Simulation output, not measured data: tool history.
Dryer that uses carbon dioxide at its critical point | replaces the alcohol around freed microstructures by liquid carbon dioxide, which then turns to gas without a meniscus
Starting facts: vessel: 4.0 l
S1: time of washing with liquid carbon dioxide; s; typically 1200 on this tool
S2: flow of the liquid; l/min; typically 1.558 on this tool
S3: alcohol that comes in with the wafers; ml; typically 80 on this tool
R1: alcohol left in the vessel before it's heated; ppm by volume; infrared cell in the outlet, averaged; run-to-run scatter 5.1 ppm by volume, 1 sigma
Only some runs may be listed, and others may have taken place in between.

{"run": 1, "day": 0.0, "S1": 1200, "S2": 1.558, "S3": 80, "R1": 117}
{"run": 2, "day": 0.742, "S1": 1200, "S2": 1.558, "S3": 80, "R1": 124}
{"run": 3, "day": 1.812, "S1": 1200, "S2": 1.558, "S3": 80, "R1": 131}
{"run": 4, "day": 2.729, "S1": 1200, "S2": 1.558, "S3": 80, "R1": 134}
{"run": 5, "day": 4.088, "S1": 1200, "S2": 1.558, "S3": 80, "R1": 149}
{"run": 6, "day": 4.979, "S1": 1200, "S2": 1.558, "S3": 80, "R1": 161}
{"run": 7, "day": 6.096, "S1": 1200, "S2": 1.558, "S3": 80, "R1": 155}
{"run": 8, "day": 6.838, "S1": 1200, "S2": 1.558, "S3": 80, "R1": 164}
{"run": 9, "day": 7.754, "S1": 1200, "S2": 1.558, "S3": 80, "R1": 169}
{"run": 10, "day": 8.546, "S1": 1020, "S2": 1.558, "S3": 80, "R1": 294}
{"run": 11, "day": 9.229, "S1": 1200, "S2": 2.06, "S3": 80, "R1": 94}
{"run": 12, "day": 9.933, "S1": 1200, "S2": 1.33, "S3": 80, "R1": 301}
{"run": 13, "day": 10.712, "S1": 1200, "S2": 1.33, "S3": 80, "R1": 321}
{"run": 14, "day": 11.454, "S1": 1200, "S2": 1.33, "S3": 80, "R1": 328}
{"run": 15, "day": 12.55, "S1": 1200, "S2": 1.33, "S3": 80, "R1": 324}
{"run": 16, "day": 13.225, "S1": 780, "S2": 2.27, "S3": 23, "R1": 143}
{"run": 17, "day": 14.308, "S1": 900, "S2": 2.27, "S3": 42, "R1": 131}
{"run": 18, "day": 15.638, "S1": 1140, "S2": 2.36, "S3": 42, "R1": 109}
{"run": 19, "day": 17.2, "S1": 1500, "S2": 1.21, "S3": 25, "R1": 166}
{"day": 17.979, "done": "inlet filter changed"}
{"run": 20, "day": 18.333, "S1": 840, "S2": 0.96, "S3": 110, "R1": 2495}
{"run": 21, "day": 19.042, "S1": 900, "S2": 1.558, "S3": 116, "R1": 540}
{"run": 22, "day": 19.962, "S1": 900, "S2": 1.558, "S3": 116, "R1": 571}
{"run": 23, "day": 20.883, "S1": 1560, "S2": 0.98, "S3": 116, "R1": 423}
{"run": 24, "day": 21.621, "S1": 1560, "S2": 0.98, "S3": 116, "R1": 432}

4 ways to go on from here, each from the tool as it stands after run 24. What would each give?
{"run": "A", "day": 22.917, "S1": 1200, "S2": 1.01, "S3": 27, "R1": "?"}
{"run": "B", "day": 22.917, "S1": 1320, "S2": 1.79, "S3": 80, "R1": "?"}
{"run": "C", "day": 22.917, "S1": 840, "S2": 2.34, "S3": 80, "R1": "?"}
{"run": "D", "day": 22.917, "S1": 840, "S2": 1.9, "S3": 100, "R1": "?"}

run=A R1=316
run=B R1=157
run=C R1=187
run=D R1=367
Without the tool's hidden state the same runs would have given:
run=A R1=165
run=B R1=20
run=C R1=41
run=D R1=205
